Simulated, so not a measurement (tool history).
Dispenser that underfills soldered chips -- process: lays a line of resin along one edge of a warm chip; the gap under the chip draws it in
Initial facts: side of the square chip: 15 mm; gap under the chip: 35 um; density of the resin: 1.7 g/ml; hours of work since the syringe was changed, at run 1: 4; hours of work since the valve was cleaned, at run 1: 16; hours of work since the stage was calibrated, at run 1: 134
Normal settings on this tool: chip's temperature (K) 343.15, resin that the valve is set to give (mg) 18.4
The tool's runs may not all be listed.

run   hour  chip's temperature (K)  resin that the valve is set to give (mg)  hours of work since the syringe was changed  hours of work since the valve was cleaned  hours of work since the stage was calibrated  time until the resin shows at the far edge (s)  resin that the valve gave (mg)
  1      0                  343.15                                      18.4                                            4                                         16                                           134                                           444.8                           18.23
       4.8  -- new syringe of resin
  2   11.4                  343.15                                      18.4                                            5                                         24                                           142                                           475.6                           18.12
        15  -- new syringe of resin
  3   21.7                  343.15                                      18.4                                            5                                         31                                           149                                           475.7                           18.04
      24.9  -- new syringe of resin
  4   31.6                  343.15                                      18.4                                            5                                         38                                           156                                           475.3                           18.08
      35.4  -- new syringe of resin
  5   43.2                  348.15                                      18.4                                            6                                         47                                           164                                             453                              18
      45.7  -- new syringe of resin
  6   51.1                  348.15                                      18.4                                            4                                         52                                           170                                           377.4                           17.84
      55.8  -- new syringe of resin
  7   57.4                  348.15                                      18.4                                            1                                         56                                           174                                           300.8                           18.04
      65.7  -- new syringe of resin
  8     67                  348.15                                      18.4                                            1                                         63                                           181                                           291.6                           17.71
  9   72.3                  348.15                                      18.4                                            5                                         67                                           185                                           412.6                           17.79
        76  -- new syringe of resin
 10   80.9                  343.15                                      18.2                                            4                                         73                                           191                                           436.8                           17.37
      85.8  -- new syringe of resin
 11   87.7                  336.15                                      18.4                                            1                                         78                                           195                                           463.5                           17.73
      95.9  -- new syringe of resin
 12     98                  336.15                                      18.4                                            2                                         85                                           203                                           472.9                           17.57
     106.5  -- new syringe of resin
 13  109.1                  336.15                                      18.4                                            2                                         93                                           210                                           479.3                           17.57
     116.2  -- new syringe of resin
 14  117.9                  352.15                                      18.4                                            1                                         99                                           217                                             262                           17.36
     126.6  -- new syringe of resin
 15  128.8                  343.15                                      17.1                                            2                                        107                                           224                                             385                           16.31
     136.9  -- new syringe of resin
 16  139.2                  343.15                                      17.1                                            2                                        114                                           232                                           388.2                           16.02
 17  145.7                  343.15                                      15.8                                            6                                        119                                           236                                           590.5                           14.76
     147.2  -- new syringe of resin
     148.2  -- dispensing valve cleaned and set on the balance
 18  152.9                  355.15                                      15.8                                            3                                          3                                           241                                           298.6                            15.8
     158.5  -- new syringe of resin
 19  162.2                  355.15                                      23.3                                            3                                         10                                           247                                             254                           23.29
     168.6  -- new syringe of resin
 20  172.2                  355.15                                      23.3                                            3                                         17                                           254                                           259.2                           23.23
     178.7  -- new syringe of resin
 21  183.4                  341.15                                      23.3                                            3                                         25                                           262                                           438.5                           23.17
     188.8  -- new syringe of resin
 22  193.7                  335.15                                      23.3                                            4                                         32                                           269                                           551.6                           23.04
     198.7  -- new syringe of resin
 23  201.8                  358.15                                      23.1                                            2                                         38                                           275                                           231.5                            22.8
 24  207.9                  358.15                                      23.1                                            7                                         42                                           279                                           331.8                           22.59
     208.6  -- new syringe of resin
 25  217.2                  344.15                                      16.5                                            6                                         49                                           286                                             535                           16.27
     218.8  -- new syringe of resin
 26  225.8                  343.15                                      18.4                                            5                                         55                                           292                                             491                           18.03
     228.7  -- new syringe of resin
 27    233                  343.15                                      18.4                                            3                                         60                                           297                                           421.1                           17.97
       239  -- new syringe of resin
 28  242.5                  336.15                                      20.8                                            3                                         66                                           304                                           503.4                           20.13
     249.2  -- new syringe of resin
 29    252                  343.15                                      19.7                                            2                                         73                                           310                                           373.1                           18.99
     259.6  -- new syringe of resin
 30  260.4                  343.15                                      19.7                                            1                                         79                                           316                                           334.7                           19.04
 31  267.4                  343.15                                      19.7                                            6                                         84                                           321                                             503                           19.01
     269.5  -- new syringe of resin
 32  275.6                  342.15                                      22.2                                            4                                         90                                           327                                           467.7                           21.16
     279.4  -- new syringe of resin
 33    284                  342.15                                      19.3                                            3                                         96                                           333                                           443.3                           18.56
     289.2  -- new syringe of resin
 34  290.6                  342.15                                      19.3                                            1                                        100                                           338                                           367.8                           18.61
 35  296.9                  343.15                                      16.7                                            6                                        105                                           342                                           551.6                           15.85

For some of the steps in time until the resin shows at the far edge (s) from one run to the next: how much would appear even if the tool had no hidden state, given the settings, what came in and random variation, and how much remains for the hidden state plus any gauge scatter that the measured result and the result without hidden state don't share?
Hidden state at play: resin's viscosity, % of fresh resin's; dose that the valve gives, % of what is set; true chip temperature over the reading, C; drift of the gauge itself on fill_s, %; drift of the gauge itself on given_mg, %.
Run 13 -> 14: chip's temperature (K) 336.15 -> 352.15, new syringe of resin. time until the resin shows at the far edge (s) -217.3: hidden state -52, all else -165.3.
Run 16 -> 17: resin that the valve is set to give (mg) 17.1 -> 15.8. time until the resin shows at the far edge (s) +202.3: hidden state +197.6, all else +4.7.
Run 17 -> 18: chip's temperature (K) 343.15 -> 355.15, new syringe of resin, dispensing valve cleaned and set on the balance. time until the resin shows at the far edge (s) -291.9: hidden state -187.5, all else -104.4.
Run 22 -> 23: chip's temperature (K) 335.15 -> 358.15, resin that the valve is set to give (mg) 23.3 -> 23.1, new syringe of resin. time until the resin shows at the far edge (s) -320.1: hidden state -99.9, all else -220.2.
Run 34 -> 35: chip's temperature (K) 342.15 -> 343.15, resin that the valve is set to give (mg) 19.3 -> 16.7. time until the resin shows at the far edge (s) +183.8: hidden state +181.3, all else +2.5.
